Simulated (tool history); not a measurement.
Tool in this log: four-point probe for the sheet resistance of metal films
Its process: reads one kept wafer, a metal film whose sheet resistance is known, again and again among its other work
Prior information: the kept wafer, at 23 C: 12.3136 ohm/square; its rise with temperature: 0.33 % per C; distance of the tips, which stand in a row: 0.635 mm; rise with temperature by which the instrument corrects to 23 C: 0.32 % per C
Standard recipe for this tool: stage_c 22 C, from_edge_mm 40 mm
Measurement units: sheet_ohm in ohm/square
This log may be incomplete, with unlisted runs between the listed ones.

| run | day | stage_c | from_edge_mm | sheet_ohm |
|---|---|---|---|---|
| 1 | 0 | 22 | 40 | 12.313662 |
| 2 | 0.65 | 22 | 61 | 12.313282 |
| 3 | 1.412 | 22 | 61 | 12.313139 |
| 4 | 1.938 | 22 | 61 | 12.31305 |
| 5 | 2.667 | 22 | 61 | 12.313938 |
| 6 | 3.358 | 22 | 61 | 12.316555 |
| 7 | 4.158 | 22 | 7 | 12.369218 |
| 8 | 4.617 | 22 | 7 | 12.370054 |
| 9 | 5.717 | 22 | 7 | 12.366711 |
| 10 | 6.733 | 22 | 7 | 12.371715 |
| 11 | 7.329 | 26 | 4 | 12.481924 |
| 12 | 8.283 | 26 | 4 | 12.480903 |
| 13 | 8.904 | 33 | 40 | 12.326638 |
| 14 | 9.996 | 33 | 40 | 12.325785 |
| 15 | 10.721 | 26 | 10 | 12.346838 |
| 16 | 11.712 | 21 | 7 | 12.364591 |
| 17 | 12.262 | 21 | 7 | 12.372336 |

Below are 4 alternative next runs, each starting from the tool's condition after run 17. Predict each:
| A | 12.892 | 20 | 4 | ? |
| B | 12.892 | 32 | 13 | ? |
| C | 12.892 | 28 | 68 | ? |
| D | 12.892 | 21 | 40 | ? |

| run | sheet_ohm |
|---|---|
| A | 12.475348 |
| B | 12.336758 |
| C | 12.320747 |
| D | 12.314019 |
Without the tool's unlogged condition, the same runs would have read:
| run | sheet_ohm |
|---|---|
| A | 12.474884 |
| B | 12.3363 |
| C | 12.320289 |
| D | 12.313561 |

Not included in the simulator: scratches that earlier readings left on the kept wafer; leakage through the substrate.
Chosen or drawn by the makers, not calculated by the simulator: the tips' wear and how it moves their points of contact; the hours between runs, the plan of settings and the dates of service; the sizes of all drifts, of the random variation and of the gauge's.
